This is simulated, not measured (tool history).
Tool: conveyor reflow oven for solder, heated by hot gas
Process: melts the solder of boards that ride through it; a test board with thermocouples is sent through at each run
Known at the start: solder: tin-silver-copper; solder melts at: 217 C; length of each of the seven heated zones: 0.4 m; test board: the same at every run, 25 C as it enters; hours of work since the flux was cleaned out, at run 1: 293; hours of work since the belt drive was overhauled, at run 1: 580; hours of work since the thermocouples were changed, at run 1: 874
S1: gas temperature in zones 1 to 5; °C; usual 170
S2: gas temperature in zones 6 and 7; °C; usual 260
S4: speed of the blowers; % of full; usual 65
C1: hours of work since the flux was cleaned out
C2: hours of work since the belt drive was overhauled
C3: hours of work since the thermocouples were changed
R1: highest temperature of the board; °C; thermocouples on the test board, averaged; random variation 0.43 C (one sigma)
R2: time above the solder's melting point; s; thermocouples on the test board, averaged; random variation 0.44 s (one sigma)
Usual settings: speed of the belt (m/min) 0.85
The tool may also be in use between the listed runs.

Run 1, day 0: usual settings; C1 293; C2 580; C3 874. Result: R1 240.4 °C, R2 33.2 s.
Run 2, day 1.025: usual settings but S2 267 °C; C1 312; C2 599; C3 893. Result: R1 245.8 °C, R2 36.7 s.
At day 1.629: flux residue cleaned out of gas plates and filters.
Run 3, day 2.167: usual settings but speed of the belt (m/min) 0.703; C1 10; C2 616; C3 910. Result: R1 245.6 °C, R2 45.2 s.
Run 4, day 3.438: usual settings but S1 182 °C, speed of the belt (m/min) 0.703; C1 34; C2 639; C3 933. Result: R1 248.9 °C, R2 51 s.
Run 5, day 4.712: usual settings but S1 181 °C; C1 57; C2 663; C3 957. Result: R1 241.6 °C, R2 35.9 s.
Run 6, day 5.821: usual settings; C1 78; C2 684; C3 978. Result: R1 238 °C, R2 30.7 s.
Run 7, day 7.008: usual settings; C1 100; C2 706; C3 1000. Result: R1 239.2 °C, R2 30.9 s.
Run 8, day 7.696: usual settings; C1 113; C2 718; C3 1012. Result: R1 238.5 °C, R2 31.3 s.
Run 9, day 8.279: usual settings; C1 123; C2 729; C3 1023. Result: R1 238.6 °C, R2 31.2 s.
At day 9.054: flux residue cleaned out of gas plates and filters, once more.
Run 10, day 9.475: usual settings; C1 8; C2 747; C3 1042. Result: R1 242.7 °C, R2 35.3 s.
Run 11, day 10.421: usual settings; C1 25; C2 765; C3 1059. Result: R1 243 °C, R2 34.8 s.
Run 12, day 11.308: usual settings; C1 42; C2 781; C3 1076. Result: R1 243.2 °C, R2 35.1 s.
Run 13, day 12.338: usual settings but S1 157 °C, S2 272 °C, speed of the belt (m/min) 0.91, S4 78 % of full; C1 61; C2 801; C3 1095. Result: R1 252.2 °C, R2 35.4 s.
Run 14, day 12.975: usual settings but S1 177 °C, S2 272 °C, speed of the belt (m/min) 0.91, S4 50 % of full; C1 73; C2 812; C3 1106. Result: R1 244.7 °C, R2 32.8 s.
Run 15, day 13.938: usual settings but S1 177 °C, S2 272 °C, speed of the belt (m/min) 0.91, S4 50 % of full; C1 90; C2 830; C3 1124. Result: R1 244.3 °C, R2 32.6 s.
Run 16, day 14.567: usual settings but S1 177 °C, S2 272 °C, speed of the belt (m/min) 0.91, S4 50 % of full; C1 102; C2 842; C3 1136. Result: R1 244.7 °C, R2 33.5 s.
Run 17, day 15.592: usual settings but S1 177 °C, S4 51 % of full; C1 121; C2 861; C3 1155. Result: R1 238.6 °C, R2 31.4 s.
Run 18, day 16.246: usual settings but S1 177 °C, S4 51 % of full; C1 133; C2 873; C3 1167. Result: R1 238.1 °C, R2 31.6 s.
Run 19, day 17.2: usual settings but S1 177 °C, S4 51 % of full; C1 151; C2 891; C3 1185. Result: R1 238.9 °C, R2 31.8 s.
Run 20, day 17.942: usual settings but S1 184 °C, S4 51 % of full; C1 165; C2 904; C3 1199. Result: R1 240.5 °C, R2 35.9 s.
Run 21, day 18.675: usual settings but S1 180 °C, S2 268 °C, speed of the belt (m/min) 0.923, S4 66 % of full; C1 178; C2 918; C3 1212. Result: R1 248.6 °C, R2 36.9 s.

5 ways to go on from here, each from the tool as it stands after run 21. What would each give?
Run A, day 19.646: usual settings but S1 156 °C, S2 254 °C, speed of the belt (m/min) 0.923, S4 78 % of full; C1 196; C2 936; C3 1230. Result: R1 ?, R2 ?.
Run B, day 19.646: usual settings but S2 261 °C, S4 74 % of full; C1 196; C2 936; C3 1230. Result: R1 ?, R2 ?.
Run C, day 19.646: usual settings but S1 176 °C, S2 266 °C, S4 69 % of full; C1 196; C2 936; C3 1230. Result: R1 ?, R2 ?.
Run D, day 19.646: usual settings but S1 167 °C, S2 268 °C, speed of the belt (m/min) 0.873, S4 53 % of full; C1 196; C2 936; C3 1230. Result: R1 ?, R2 ?.
Run E, day 19.646: usual settings but S1 165 °C, S4 63 % of full; C1 196; C2 936; C3 1230. Result: R1 ?, R2 ?.

run     R1    R2
  A    236  24.4
  B  245.4  37.2
  C    250  41.6
  D  241.6  30.9
  E  241.2  31.6
Without the tool's hidden state the same runs would have given:
run     R1    R2
  A  235.3  23.8
  B  244.4  36.4
  C    249  40.6
  D  240.5  29.8
  E  240.1  30.6
